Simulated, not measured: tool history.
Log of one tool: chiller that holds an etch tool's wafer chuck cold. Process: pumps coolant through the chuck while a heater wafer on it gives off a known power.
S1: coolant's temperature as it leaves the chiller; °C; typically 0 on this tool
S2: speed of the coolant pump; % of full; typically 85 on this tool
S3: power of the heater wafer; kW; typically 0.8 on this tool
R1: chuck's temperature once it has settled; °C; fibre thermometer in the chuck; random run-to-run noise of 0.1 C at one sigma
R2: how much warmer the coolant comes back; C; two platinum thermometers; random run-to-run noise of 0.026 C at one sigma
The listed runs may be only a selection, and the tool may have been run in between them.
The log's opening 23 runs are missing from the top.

At hour 511.3: coolant pump overhauled, once more.
Run 24, hour 512.1: usual settings but S3 0.997 kW. Result: R1 12.5 °C, R2 3.07 C.
Run 25, hour 543.8: usual settings but S1 3 °C, S2 90 % of full, S3 1.143 kW. Result: R1 16.9 °C, R2 3.26 C.
Run 26, hour 565.9: usual settings but S1 1 °C, S2 62 % of full. Result: R1 13.6 °C, R2 3.53 C.
Run 27, hour 590.5: usual settings but S1 1 °C, S2 62 % of full. Result: R1 13.6 °C, R2 3.54 C.
Run 28, hour 604.6: usual settings but S1 -4 °C, S2 74 % of full. Result: R1 7 °C, R2 2.87 C.
Run 29, hour 622.6: usual settings but S1 -9 °C, S3 1.096 kW. Result: R1 4.8 °C, R2 3.36 C.
Run 30, hour 647.6: usual settings but S1 -2 °C, S2 63 % of full, S3 1.096 kW. Result: R1 14.9 °C, R2 4.76 C.
Run 31, hour 675.4: usual settings but S1 7 °C, S2 94 % of full, S3 0.749 kW. Result: R1 15.9 °C, R2 2.09 C.

Alternative continuations, all from the tool just after run 31; predict every row:
Run A, hour 702.7: usual settings but S1 -4 °C. Result: R1 ?, R2 ?.
Run B, hour 702.7: usual settings but S1 8 °C, S2 94 % of full, S3 0.749 kW. Result: R1 ?, R2 ?.
Run C, hour 702.7: usual settings but S1 7 °C, S2 97 % of full, S3 0.749 kW. Result: R1 ?, R2 ?.
Run D, hour 702.7: usual settings but S1 7 °C, S2 69 % of full, S3 1.142 kW. Result: R1 ?, R2 ?.

run    R1    R2
  A   6.1  2.42
  B  16.8  2.05
  C  15.7  1.94
  D  23.4  4.48
What these runs would have given with no unlogged condition in the tool:
run    R1    R2
  A   5.2   2.4
  B    16  2.03
  C  14.9  1.93
  D    22  4.45
